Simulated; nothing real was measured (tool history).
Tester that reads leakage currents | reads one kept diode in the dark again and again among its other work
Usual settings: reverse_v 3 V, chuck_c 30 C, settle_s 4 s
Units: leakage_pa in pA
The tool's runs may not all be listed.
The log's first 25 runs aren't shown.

Run 26, hour 1134.2: usual settings but reverse_v 4.05 V, chuck_c 22 C, settle_s 0.41 s. Result: leakage_pa 34.87 pA.
Run 27, hour 1193.2: usual settings but reverse_v 1.08 V, settle_s 6.32 s. Result: leakage_pa 29.52 pA.
Run 28, hour 1231.5: usual settings but reverse_v 1.43 V, chuck_c 50 C, settle_s 0.91 s. Result: leakage_pa 188.14 pA.
Run 29, hour 1269.7: usual settings but reverse_v 1.43 V, chuck_c 50 C, settle_s 0.91 s. Result: leakage_pa 188.09 pA.
Run 30, hour 1303.2: usual settings but reverse_v 1.43 V, chuck_c 50 C, settle_s 0.91 s. Result: leakage_pa 187.91 pA.
Run 31, hour 1348.4: usual settings but reverse_v 1.12 V, chuck_c 42 C, settle_s 9.45 s. Result: leakage_pa 84.75 pA.
Run 32, hour 1393.2: usual settings but reverse_v 13.77 V, settle_s 0.38 s. Result: leakage_pa 140.31 pA.
Run 33, hour 1421.6: usual settings but reverse_v 16.2 V, chuck_c 44 C, settle_s 0.54 s. Result: leakage_pa 457.03 pA.
Run 34, hour 1460.7: usual settings but reverse_v 16.2 V, chuck_c 44 C, settle_s 0.54 s. Result: leakage_pa 455.61 pA.
Run 35, hour 1497: usual settings but reverse_v 16.2 V, chuck_c 44 C, settle_s 0.52 s. Result: leakage_pa 457.77 pA.
Run 36, hour 1540.9: usual settings but reverse_v 5.29 V, chuck_c 23 C, settle_s 1.21 s. Result: leakage_pa 41.31 pA.
Run 37, hour 1597.1: usual settings but reverse_v 5.29 V, settle_s 1.21 s. Result: leakage_pa 73.9 pA.
Run 38, hour 1623.3: usual settings but reverse_v 1.75 V, chuck_c 43 C, settle_s 0.48 s. Result: leakage_pa 118.29 pA.
Run 39, hour 1656.3: usual settings but reverse_v 1.75 V, chuck_c 55 C, settle_s 0.41 s. Result: leakage_pa 309.33 pA.
Run 40, hour 1688.1: usual settings but reverse_v 1.75 V, chuck_c 55 C, settle_s 0.41 s. Result: leakage_pa 309.99 pA.
Run 41, hour 1715.3: usual settings but reverse_v 12.42 V, chuck_c 31 C, settle_s 6.9 s. Result: leakage_pa 130.21 pA.

3 ways to go on from here, each from the tool as it stands after run 41. What would each give?
Run A, hour 1770.7: usual settings but reverse_v 12.42 V, chuck_c 31 C, settle_s 4.65 s. Result: leakage_pa ?.
Run B, hour 1770.7: usual settings but reverse_v 4.59 V, chuck_c 58 C, settle_s 3.09 s. Result: leakage_pa ?.
Run C, hour 1770.7: usual settings but reverse_v 2.15 V. Result: leakage_pa ?.

run  leakage_pa
  A      130.31
  B      659.47
  C       43.08
Without the tool's hidden state the same runs would have given:
run  leakage_pa
  A      134.82
  B      726.74
  C       46.57
